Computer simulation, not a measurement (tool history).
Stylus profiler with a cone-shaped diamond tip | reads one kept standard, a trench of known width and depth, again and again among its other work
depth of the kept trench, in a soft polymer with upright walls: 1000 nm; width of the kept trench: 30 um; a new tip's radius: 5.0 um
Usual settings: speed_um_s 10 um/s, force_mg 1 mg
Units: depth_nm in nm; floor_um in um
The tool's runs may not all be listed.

Run 1, hour 0: usual settings. Result: depth_nm 1004.39 nm, floor_um 23.46 um.
Run 2, hour 95.2: usual settings. Result: depth_nm 1004.92 nm, floor_um 23.24 um.
Run 3, hour 152.8: usual settings but force_mg 2.99 mg. Result: depth_nm 1009.76 nm, floor_um 23.14 um.
Run 4, hour 229.2: usual settings. Result: depth_nm 1004.82 nm, floor_um 22.88 um.
Run 5, hour 318: usual settings. Result: depth_nm 1004.95 nm, floor_um 22.68 um.
Run 6, hour 359.3: usual settings. Result: depth_nm 1004.7 nm, floor_um 22.62 um.
Run 7, hour 450.9: usual settings. Result: depth_nm 1005.14 nm, floor_um 22.36 um.
Run 8, hour 545.4: usual settings. Result: depth_nm 1005.18 nm, floor_um 22.17 um.
Run 9, hour 619.5: usual settings. Result: depth_nm 1005.76 nm, floor_um 22.04 um.
Run 10, hour 690.4: usual settings. Result: depth_nm 1006 nm, floor_um 21.83 um.
Run 11, hour 788.7: usual settings. Result: depth_nm 1006.27 nm, floor_um 21.65 um.
Run 12, hour 837.5: usual settings but force_mg 0.71 mg. Result: depth_nm 1005.17 nm, floor_um 21.56 um.
Run 13, hour 923: usual settings but force_mg 0.71 mg. Result: depth_nm 1005.64 nm, floor_um 21.4 um.
Run 14, hour 987.6: usual settings but force_mg 0.71 mg. Result: depth_nm 1005.94 nm, floor_um 21.28 um.
Run 15, hour 1086.1: usual settings but force_mg 0.71 mg. Result: depth_nm 1005.96 nm, floor_um 21.09 um.
Run 16, hour 1154.4: usual settings but force_mg 0.71 mg. Result: depth_nm 1006.24 nm, floor_um 20.98 um.
Run 17, hour 1230.2: usual settings but force_mg 0.71 mg. Result: depth_nm 1006.41 nm, floor_um 20.82 um.
Run 18, hour 1290.5: usual settings but force_mg 0.71 mg. Result: depth_nm 1006.48 nm, floor_um 20.68 um.
Run 19, hour 1366.1: usual settings but force_mg 0.71 mg. Result: depth_nm 1006.55 nm, floor_um 20.55 um.
At hour 1381.9: new tip fitted, height scale calibrated.
Run 20, hour 1424.1: usual settings but force_mg 0.71 mg. Result: depth_nm 1003.68 nm, floor_um 23.7 um.
Run 21, hour 1508.5: usual settings but speed_um_s 4 um/s. Result: depth_nm 1004.63 nm, floor_um 23.57 um.
Run 22, hour 1608.8: usual settings but speed_um_s 4 um/s. Result: depth_nm 1004.72 nm, floor_um 23.28 um.
Run 23, hour 1664.3: usual settings but speed_um_s 4 um/s. Result: depth_nm 1005.14 nm, floor_um 23.13 um.
Run 24, hour 1732.9: usual settings but speed_um_s 8 um/s, force_mg 0.63 mg. Result: depth_nm 1004.31 nm, floor_um 22.98 um.
Run 25, hour 1833.4: usual settings but speed_um_s 35 um/s, force_mg 2.9 mg. Result: depth_nm 1010.14 nm, floor_um 22.59 um.
Run 26, hour 1914.2: usual settings but speed_um_s 31 um/s. Result: depth_nm 1006.09 nm, floor_um 22.28 um.
Run 27, hour 2001.9: usual settings but speed_um_s 14 um/s. Result: depth_nm 1006.11 nm, floor_um 22.22 um.
Run 28, hour 2081.2: usual settings but speed_um_s 3 um/s, force_mg 0.87 mg. Result: depth_nm 1005.63 nm, floor_um 22.16 um.
Run 29, hour 2153.2: usual settings but speed_um_s 2 um/s, force_mg 0.49 mg. Result: depth_nm 1004.64 nm, floor_um 22 um.
Run 30, hour 2254.6: usual settings but speed_um_s 5 um/s, force_mg 0.9 mg. Result: depth_nm 1006.27 nm, floor_um 21.75 um.
Run 31, hour 2331.3: usual settings but speed_um_s 25 um/s, force_mg 1.97 mg. Result: depth_nm 1009.32 nm, floor_um 21.5 um.
Run 32, hour 2416: usual settings but speed_um_s 3 um/s, force_mg 0.45 mg. Result: depth_nm 1005.7 nm, floor_um 21.48 um.
Run 33, hour 2495.5: usual settings but speed_um_s 3 um/s, force_mg 0.45 mg. Result: depth_nm 1005.49 nm, floor_um 21.36 um.
Run 34, hour 2574.8: usual settings but force_mg 0.47 mg. Result: depth_nm 1006.25 nm, floor_um 21.06 um.
Run 35, hour 2669: usual settings but speed_um_s 2 um/s, force_mg 1.34 mg. Result: depth_nm 1008.33 nm, floor_um 21.04 um.
Run 36, hour 2740.7: usual settings but force_mg 1.06 mg. Result: depth_nm 1008.01 nm, floor_um 20.86 um.
Run 37, hour 2828.1: usual settings but speed_um_s 3 um/s, force_mg 1.35 mg. Result: depth_nm 1008.87 nm, floor_um 20.71 um.
Run 38, hour 2908.4: usual settings but speed_um_s 17 um/s, force_mg 0.5 mg. Result: depth_nm 1006.53 nm, floor_um 20.36 um.
At hour 2916.5: new tip fitted, height scale calibrated.
Run 39, hour 3004.6: usual settings but speed_um_s 6 um/s, force_mg 2.04 mg. Result: depth_nm 1007.59 nm, floor_um 23.84 um.
Run 40, hour 3094.7: usual settings but speed_um_s 6 um/s, force_mg 2.04 mg. Result: depth_nm 1007.4 nm, floor_um 23.5 um.
Run 41, hour 3146.9: usual settings but speed_um_s 5 um/s, force_mg 1.16 mg. Result: depth_nm 1005.56 nm, floor_um 23.43 um.
Run 42, hour 3205.6: usual settings but speed_um_s 2 um/s, force_mg 0.43 mg. Result: depth_nm 1003.54 nm, floor_um 23.25 um.
Run 43, hour 3302.9: usual settings but speed_um_s 21 um/s, force_mg 1.98 mg. Result: depth_nm 1007.78 nm, floor_um 22.92 um.
Run 44, hour 3371.8: usual settings but speed_um_s 7 um/s, force_mg 0.79 mg. Result: depth_nm 1005.27 nm, floor_um 22.79 um.
Run 45, hour 3419.3: usual settings but speed_um_s 7 um/s, force_mg 0.79 mg. Result: depth_nm 1005.07 nm, floor_um 22.68 um.

Forecast each of these 5 alternatives for the next run:
Run A, hour 3483.6: usual settings but force_mg 1.26 mg. Result: depth_nm ?, floor_um ?.
Run B, hour 3483.6: usual settings but speed_um_s 23 um/s, force_mg 0.79 mg. Result: depth_nm ?, floor_um ?.
Run C, hour 3483.6: usual settings but speed_um_s 3 um/s, force_mg 1.84 mg. Result: depth_nm ?, floor_um ?.
Run D, hour 3483.6: usual settings but force_mg 0.79 mg. Result: depth_nm ?, floor_um ?.
Run E, hour 3483.6: usual settings but speed_um_s 23 um/s, force_mg 0.95 mg. Result: depth_nm ?, floor_um ?.

run  depth_nm  floor_um
  A   1006.18     22.51
  B   1005.27     22.38
  C   1008.23     22.57
  D   1004.87     22.48
  E   1006.05     22.41
Without the tool's hidden state the same runs would have given:
run  depth_nm  floor_um
  A   1004.55     23.91
  B   1003.64     23.78
  C   1006.59     23.97
  D   1003.24     23.88
  E   1004.41     23.81

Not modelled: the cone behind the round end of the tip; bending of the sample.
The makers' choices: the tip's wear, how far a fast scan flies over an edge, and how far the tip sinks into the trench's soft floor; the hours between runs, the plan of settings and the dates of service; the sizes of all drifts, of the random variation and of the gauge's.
